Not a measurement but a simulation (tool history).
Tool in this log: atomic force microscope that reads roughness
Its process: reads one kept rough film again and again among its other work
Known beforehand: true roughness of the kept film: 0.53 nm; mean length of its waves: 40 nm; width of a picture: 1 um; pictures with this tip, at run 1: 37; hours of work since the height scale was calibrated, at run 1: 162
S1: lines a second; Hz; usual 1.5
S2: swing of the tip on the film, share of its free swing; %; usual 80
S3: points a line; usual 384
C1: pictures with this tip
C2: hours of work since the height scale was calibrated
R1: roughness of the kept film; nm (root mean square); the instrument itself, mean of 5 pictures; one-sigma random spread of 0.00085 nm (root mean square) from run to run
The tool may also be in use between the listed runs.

run	hour	S1	S2	S3	C1	C2	R1
1	0	1.5	80	384	37	162	0.4918
2	12.3	1.5	80	384	59	168	0.4893
3	27.4	1.5	80	384	86	176	0.4902
4	37.2	1.5	80	384	103	181	0.4884
5	47.2	1.5	80	384	120	186	0.4885
# hour 55.2: new tip fitted
6	68.1	1.5	80	384	22	197	0.4913
7	85.4	0.92	80	384	53	206	0.5017
8	104.4	0.92	80	384	86	216	0.5019
9	121.4	0.92	80	384	116	225	0.5005
10	129.6	2.15	76	518	130	229	0.4848
# hour 131.9: new tip fitted
11	144.5	0.85	80	341	22	236	0.5029
12	154.2	0.85	80	341	39	242	0.5023
13	171.2	0.91	80	341	69	250	0.5018
14	182.2	0.91	80	341	88	256	0.4993
15	201.1	0.61	56	429	121	266	0.5159
# hour 209: new tip fitted
16	212	1.54	78	642	5	271	0.4947
17	229.6	1.16	56	283	36	281	0.513
18	249.9	1.16	56	283	72	291	0.5113

Consider 3 possible next runs. They are alternatives, not a sequence: every one starts from the tool as it was left by run 18. What does each give?
A	261.5	1.54	88	486	92	297	?
B	261.5	3.26	56	345	92	297	?
C	261.5	0.62	56	513	92	297	?

run	R1
A	0.4735
B	0.5022
C	0.5164
The same runs, with their run-to-run variation unchanged, on a tool lacking any hidden condition would have given:
run	R1
A	0.4789
B	0.508
C	0.5223
